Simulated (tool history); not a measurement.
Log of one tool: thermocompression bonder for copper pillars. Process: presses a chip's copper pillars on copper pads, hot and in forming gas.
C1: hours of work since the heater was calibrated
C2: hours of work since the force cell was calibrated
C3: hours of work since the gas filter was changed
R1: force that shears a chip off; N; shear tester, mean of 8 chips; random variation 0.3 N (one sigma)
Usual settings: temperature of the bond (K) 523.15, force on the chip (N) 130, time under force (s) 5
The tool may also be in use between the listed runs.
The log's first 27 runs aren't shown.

run 28 hour=1213.8 | temperature_of_the_bond_(K)=510.15 force_on_the_chip_(N)=138 time_under_force_(s)=6 | C1=773 C2=384 C3=244 | R1=64.5
run 29 hour=1240.5 | temperature_of_the_bond_(K)=510.15 force_on_the_chip_(N)=138 time_under_force_(s)=6 | C1=790 C2=401 C3=261 | R1=63.7
run 30 hour=1269.1 | temperature_of_the_bond_(K)=510.15 force_on_the_chip_(N)=138 time_under_force_(s)=6 | C1=808 C2=419 C3=279 | R1=63.4
run 31 hour=1316.1 | temperature_of_the_bond_(K)=523.15 force_on_the_chip_(N)=130 time_under_force_(s)=7 | C1=838 C2=449 C3=309 | R1=69.4
run 32 hour=1344.0 | temperature_of_the_bond_(K)=546.15 force_on_the_chip_(N)=130 time_under_force_(s)=3 | C1=856 C2=467 C3=327 | R1=65.8
-- hour=1386.0 forming gas filter changed
run 33 hour=1391.0 | temperature_of_the_bond_(K)=523.15 force_on_the_chip_(N)=84 time_under_force_(s)=5 | C1=886 C2=497 C3=3 | R1=49.9
run 34 hour=1435.4 | temperature_of_the_bond_(K)=528.15 force_on_the_chip_(N)=130 time_under_force_(s)=6 | C1=914 C2=525 C3=32 | R1=74.8
run 35 hour=1466.2 | temperature_of_the_bond_(K)=533.15 force_on_the_chip_(N)=90 time_under_force_(s)=12 | C1=934 C2=545 C3=51 | R1=73.3
run 36 hour=1518.1 | temperature_of_the_bond_(K)=493.15 force_on_the_chip_(N)=107 time_under_force_(s)=10 | C1=967 C2=578 C3=84 | R1=55.7
run 37 hour=1560.4 | temperature_of_the_bond_(K)=508.15 force_on_the_chip_(N)=130 time_under_force_(s)=14 | C1=994 C2=605 C3=111 | R1=77.5
run 38 hour=1608.8 | temperature_of_the_bond_(K)=539.15 force_on_the_chip_(N)=164 time_under_force_(s)=5 | C1=1025 C2=636 C3=142 | R1=82.9
run 39 hour=1645.2 | temperature_of_the_bond_(K)=530.15 force_on_the_chip_(N)=122 time_under_force_(s)=5 | C1=1048 C2=659 C3=166 | R1=67.6

Forecast each of these 5 alternatives for the next run:
run A hour=1695.9 | temperature_of_the_bond_(K)=551.15 force_on_the_chip_(N)=126 time_under_force_(s)=4 | C1=1081 C2=692 C3=198 | R1=?
run B hour=1695.9 | temperature_of_the_bond_(K)=530.15 force_on_the_chip_(N)=130 time_under_force_(s)=5 | C1=1081 C2=692 C3=198 | R1=?
run C hour=1695.9 | temperature_of_the_bond_(K)=536.15 force_on_the_chip_(N)=104 time_under_force_(s)=12 | C1=1081 C2=692 C3=198 | R1=?
run D hour=1695.9 | temperature_of_the_bond_(K)=523.15 force_on_the_chip_(N)=88 time_under_force_(s)=5 | C1=1081 C2=692 C3=198 | R1=?
run E hour=1695.9 | temperature_of_the_bond_(K)=495.15 force_on_the_chip_(N)=85 time_under_force_(s)=12 | C1=1081 C2=692 C3=198 | R1=?

run=A R1=75.0
run=B R1=70.1
run=C R1=77.2
run=D R1=50.1
run=E R1=48.6
Without the tool's hidden state the same runs would have given:
run=A R1=76.4
run=B R1=70.7
run=C R1=78.7
run=D R1=49.6
run=E R1=47.5

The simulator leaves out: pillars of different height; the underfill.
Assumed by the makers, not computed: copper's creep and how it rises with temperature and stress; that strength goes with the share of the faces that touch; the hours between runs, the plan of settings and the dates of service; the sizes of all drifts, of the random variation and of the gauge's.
